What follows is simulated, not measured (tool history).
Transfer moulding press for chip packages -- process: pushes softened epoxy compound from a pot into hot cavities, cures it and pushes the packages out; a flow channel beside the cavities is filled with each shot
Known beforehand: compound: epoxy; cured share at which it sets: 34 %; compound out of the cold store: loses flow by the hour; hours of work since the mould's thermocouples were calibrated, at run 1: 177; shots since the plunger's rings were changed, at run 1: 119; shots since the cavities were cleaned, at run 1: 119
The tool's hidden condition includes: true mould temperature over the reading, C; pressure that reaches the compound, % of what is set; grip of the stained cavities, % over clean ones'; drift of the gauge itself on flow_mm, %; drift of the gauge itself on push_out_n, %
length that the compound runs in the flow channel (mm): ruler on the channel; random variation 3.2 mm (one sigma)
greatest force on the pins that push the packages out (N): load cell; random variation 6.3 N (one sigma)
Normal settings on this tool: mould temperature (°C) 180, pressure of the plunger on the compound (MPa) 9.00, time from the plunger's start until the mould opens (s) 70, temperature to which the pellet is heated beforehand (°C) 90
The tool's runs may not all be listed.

| run | hour | mould temperature (°C) | pressure of the plunger on the compound (MPa) | time from the plunger's start until the mould opens (s) | temperature to which the pellet is heated beforehand (°C) | hours of work since the mould's thermocouples were calibrated | shots since the plunger's rings were changed | shots since the cavities were cleaned | incoming compound's hours out of the cold store | length that the compound runs in the flow channel (mm) | greatest force on the pins that push the packages out (N) |
|---|---|---|---|---|---|---|---|---|---|---|---|
| 1 | 0.0 | 180 | 9.00 | 70 | 90 | 177 | 119 | 119 | 35.9 | 743 | 320 |
|  | 40.1 | cavities cleaned with cleaning compound and waxed |
| 2 | 68.6 | 180 | 9.00 | 70 | 90 | 207 | 742 | 264 | 47.7 | 685 | 397 |
|  | 89.4 | cavities cleaned with cleaning compound and waxed |
| 3 | 121.8 | 180 | 9.00 | 70 | 90 | 230 | 1221 | 301 | 24.3 | 784 | 403 |
|  | 140.2 | cavities cleaned with cleaning compound and waxed |
| 4 | 185.2 | 180 | 9.00 | 70 | 90 | 257 | 1795 | 417 | 39.5 | 708 | 454 |
|  | 193.0 | cavities cleaned with cleaning compound and waxed |
| 5 | 236.1 | 180 | 9.00 | 51 | 90 | 279 | 2253 | 400 | 26.7 | 757 | 962 |
|  | 243.3 | cavities cleaned with cleaning compound and waxed |
|  | 293.2 | cavities cleaned with cleaning compound and waxed |
| 6 | 303.5 | 180 | 7.69 | 51 | 90 | 307 | 2851 | 96 | 27.3 | 689 | 759 |
| 7 | 333.3 | 180 | 9.00 | 70 | 90 | 320 | 3127 | 372 | 20.7 | 771 | 457 |
|  | 343.3 | cavities cleaned with cleaning compound and waxed |
|  | 351.9 | plunger's sealing rings changed |
| 8 | 365.7 | 180 | 9.00 | 70 | 90 | 333 | 128 | 185 | 9.9 | 877 | 375 |
|  | 396.2 | cavities cleaned with cleaning compound and waxed |
| 9 | 407.3 | 180 | 9.00 | 70 | 90 | 351 | 500 | 103 | 35.0 | 746 | 305 |
|  | 450.7 | cavities cleaned with cleaning compound and waxed |
| 10 | 472.1 | 180 | 9.00 | 70 | 90 | 379 | 1087 | 199 | 21.1 | 803 | 380 |
|  | 505.0 | cavities cleaned with cleaning compound and waxed |
| 11 | 521.2 | 180 | 9.00 | 70 | 90 | 400 | 1528 | 150 | 45.1 | 687 | 346 |
|  | 555.6 | cavities cleaned with cleaning compound and waxed |
| 12 | 557.4 | 180 | 9.00 | 70 | 90 | 415 | 1850 | 17 | 20.2 | 800 | 290 |
| 13 | 599.9 | 180 | 9.00 | 95 | 90 | 434 | 2245 | 412 | 12.8 | 832 | 345 |
|  | 607.9 | cavities cleaned with cleaning compound and waxed |
| 14 | 638.5 | 180 | 9.00 | 95 | 90 | 450 | 2589 | 284 | 10.1 | 837 | 315 |
|  | 660.6 | cavities cleaned with cleaning compound and waxed |
| 15 | 696.7 | 180 | 9.79 | 65 | 97 | 475 | 3114 | 335 | 28.8 | 773 | 499 |
|  | 715.8 | plunger's sealing rings changed |
|  | 717.3 | cavities cleaned with cleaning compound and waxed |
| 16 | 730.6 | 180 | 9.93 | 81 | 88 | 488 | 123 | 123 | 34.4 | 795 | 266 |

Run 17, settings as shown, results not yet in. Your forecast:
|  | 768.7 | cavities cleaned with cleaning compound and waxed |
| 17 | 795.6 | 180 | 9.93 | 69 | 96 | 516 | 713 | 250 | 27.3 | ? | ? |

Logged for run 17: length that the compound runs in the flow channel (mm) 817, greatest force on the pins that push the packages out (N) 425.
On a tool with no hidden condition, and with the same random variation, this run would have come out at length that the compound runs in the flow channel (mm) 824, greatest force on the pins that push the packages out (N) 262.
